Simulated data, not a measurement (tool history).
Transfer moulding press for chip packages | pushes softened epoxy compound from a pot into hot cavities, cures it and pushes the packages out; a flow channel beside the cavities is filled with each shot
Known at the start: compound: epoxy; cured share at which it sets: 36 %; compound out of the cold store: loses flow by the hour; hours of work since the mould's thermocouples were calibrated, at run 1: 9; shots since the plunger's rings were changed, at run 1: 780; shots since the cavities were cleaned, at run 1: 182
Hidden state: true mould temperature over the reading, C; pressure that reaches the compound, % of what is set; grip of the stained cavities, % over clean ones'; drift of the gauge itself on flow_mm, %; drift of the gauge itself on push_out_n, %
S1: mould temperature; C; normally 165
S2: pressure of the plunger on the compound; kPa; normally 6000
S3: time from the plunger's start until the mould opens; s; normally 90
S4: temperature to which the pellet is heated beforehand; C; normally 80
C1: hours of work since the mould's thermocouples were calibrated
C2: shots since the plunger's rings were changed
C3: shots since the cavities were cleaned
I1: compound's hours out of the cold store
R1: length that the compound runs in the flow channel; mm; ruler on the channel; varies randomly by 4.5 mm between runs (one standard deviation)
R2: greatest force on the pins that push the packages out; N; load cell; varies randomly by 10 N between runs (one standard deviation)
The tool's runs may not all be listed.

Run 1, day 0: usual settings; C1 9; C2 780; C3 182; I1 29. Result: R1 579 mm, R2 583 N.
Run 2, day 0.238: usual settings; C1 11; C2 827; C3 229; I1 36.3. Result: R1 560 mm, R2 614 N.
Run 3, day 0.467: usual settings; C1 13; C2 872; C3 274; I1 43.1. Result: R1 538 mm, R2 612 N.
Run 4, day 0.771: usual settings; C1 16; C2 932; C3 334; I1 31.6. Result: R1 573 mm, R2 656 N.
Run 5, day 1.129: usual settings; C1 20; C2 1003; C3 405; I1 33. Result: R1 563 mm, R2 710 N.
Run 6, day 1.367: usual settings; C1 22; C2 1050; C3 452; I1 31.9. Result: R1 567 mm, R2 726 N.
Run 7, day 1.562: usual settings but S3 81 s; C1 24; C2 1089; C3 491; I1 12.6. Result: R1 613 mm, R2 873 N.
Run 8, day 1.812: usual settings but S3 81 s; C1 26; C2 1138; C3 540; I1 14.1. Result: R1 610 mm, R2 885 N.
Run 9, day 2.079: usual settings; C1 29; C2 1191; C3 593; I1 14.1. Result: R1 608 mm, R2 796 N.
Run 10, day 2.292: usual settings; C1 31; C2 1233; C3 635; I1 31.4. Result: R1 565 mm, R2 773 N.
Run 11, day 2.646: usual settings but S2 5070 kPa; C1 35; C2 1303; C3 705; I1 44.9. Result: R1 492 mm, R2 762 N.
Run 12, day 2.896: usual settings but S2 5070 kPa; C1 37; C2 1352; C3 754; I1 24.1. Result: R1 538 mm, R2 821 N.
At day 3.083: cavities cleaned with cleaning compound and waxed.
Run 13, day 3.325: usual settings but S1 160 C, S3 78 s, S4 78 C; C1 41; C2 1425; C3 48; I1 17.1. Result: R1 613 mm, R2 910 N.
Run 14, day 3.633: usual settings but S1 158 C, S2 5310 kPa, S3 82 s, S4 89 C; C1 44; C2 1486; C3 109; I1 18.8. Result: R1 582 mm, R2 970 N.
Run 15, day 3.912: usual settings but S1 158 C, S2 6200 kPa, S3 128 s, S4 86 C; C1 46; C2 1541; C3 164; I1 22.5. Result: R1 614 mm, R2 537 N.
Run 16, day 4.162: usual settings but S1 158 C, S2 6200 kPa, S3 128 s, S4 86 C; C1 49; C2 1591; C3 214; I1 10.9. Result: R1 636 mm, R2 551 N.
Run 17, day 4.383: usual settings but S1 161 C, S2 5030 kPa, S3 101 s, S4 78 C; C1 51; C2 1634; C3 257; I1 44.3. Result: R1 500 mm, R2 637 N.
Run 18, day 4.617: usual settings but S3 104 s; C1 53; C2 1681; C3 304; I1 10.4. Result: R1 619 mm, R2 599 N.
Run 19, day 4.867: usual settings but S1 172 C, S3 112 s; C1 56; C2 1730; C3 353; I1 22.2. Result: R1 576 mm, R2 569 N.
Run 20, day 5.138: usual settings but S1 172 C, S3 112 s; C1 58; C2 1783; C3 406; I1 34.1. Result: R1 543 mm, R2 584 N.
Run 21, day 5.408: usual settings but S1 172 C, S3 112 s; C1 61; C2 1837; C3 460; I1 16.9. Result: R1 582 mm, R2 589 N.

3 options for the next run, each taken on its own from the tool as it stands now. Forecast them:
Run A, day 5.721: usual settings but S1 167 C, S3 112 s; C1 64; C2 1899; C3 522; I1 39.5. Result: R1 ?, R2 ?.
Run B, day 5.721: usual settings but S1 172 C, S3 125 s, S4 71 C; C1 64; C2 1899; C3 522; I1 39.5. Result: R1 ?, R2 ?.
Run C, day 5.721: usual settings but S1 172 C, S2 6180 kPa, S4 77 C; C1 64; C2 1899; C3 522; I1 18.9. Result: R1 ?, R2 ?.

run   R1   R2
  A  540  629
  B  528  617
  C  588  631
Had the tool no hidden state, the same runs would have come out as:
run   R1   R2
  A  555  391
  B  543  384
  C  605  392

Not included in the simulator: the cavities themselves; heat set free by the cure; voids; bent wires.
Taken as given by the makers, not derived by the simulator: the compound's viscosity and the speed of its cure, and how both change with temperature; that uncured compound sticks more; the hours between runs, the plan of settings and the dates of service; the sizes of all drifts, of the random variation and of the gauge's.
